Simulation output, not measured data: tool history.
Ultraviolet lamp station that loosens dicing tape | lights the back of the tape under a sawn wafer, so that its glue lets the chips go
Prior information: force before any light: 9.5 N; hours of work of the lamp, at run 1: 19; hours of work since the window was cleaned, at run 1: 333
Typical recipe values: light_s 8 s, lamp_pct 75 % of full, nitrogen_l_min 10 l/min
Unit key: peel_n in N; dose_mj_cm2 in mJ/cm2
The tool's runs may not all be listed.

run	day	light_s	lamp_pct	nitrogen_l_min	hours of work of the lamp	hours of work since the window was cleaned	peel_n	dose_mj_cm2
1	0	8	75	10	19	333	1.245	366
2	1.162	6	75	10	36	350	2.031	272
3	2.021	6	83	10	49	363	1.709	302
4	2.733	6	83	10	59	373	1.763	302
5	3.362	8	75	10	69	383	1.321	363
# day 3.95: window cleaned of glue's vapour
6	4.167	8	75	4	80	3	2.208	374
7	5.192	8	75	15	95	18	0.896	376
8	6.467	8	75	15	114	37	0.901	375
9	7.321	6	75	15	126	49	1.521	279
10	8.208	6	75	6	139	62	2.664	277
11	9.562	6	75	6	159	82	2.789	274
12	10.758	8	75	10	176	100	1.221	356
13	11.562	8	75	10	188	111	1.295	363
14	12.821	8	75	10	207	130	1.277	356
15	13.704	8	74	8	220	143	1.56	346
16	14.408	6	85	9	230	153	1.811	302
17	15.796	7	93	4	250	173	2.306	376
18	16.604	7	76	4	262	185	2.853	315
19	17.504	7	60	7	275	198	2.871	248
20	18.554	7	99	7	291	214	1.385	404
21	19.429	8	78	14	303	226	1.035	362
22	20.054	8	76	7	312	236	1.781	348
23	20.708	4	79	5	322	245	4.323	180
24	22.083	7	78	8	342	265	1.862	306
25	22.775	13	75	10	352	275	0.544	550
26	23.75	5	73	4	367	290	4.418	205
27	24.604	5	73	5	379	302	3.993	197

Alternative continuations, all from the tool just after run 27; predict every row:
A	25.633	5	73	7	394	317	?	?
B	25.633	9	68	19	394	317	?	?
C	25.633	8	75	6	394	317	?	?
D	25.633	8	70	13	394	317	?	?

run	peel_n	dose_mj_cm2
A	3.499	201
B	0.941	341
C	2.105	329
D	1.398	308
With the hidden condition removed and each run's random variation left untouched, the same runs would have given:
run	peel_n	dose_mj_cm2
A	2.916	239
B	0.661	405
C	1.615	392
D	1.016	366

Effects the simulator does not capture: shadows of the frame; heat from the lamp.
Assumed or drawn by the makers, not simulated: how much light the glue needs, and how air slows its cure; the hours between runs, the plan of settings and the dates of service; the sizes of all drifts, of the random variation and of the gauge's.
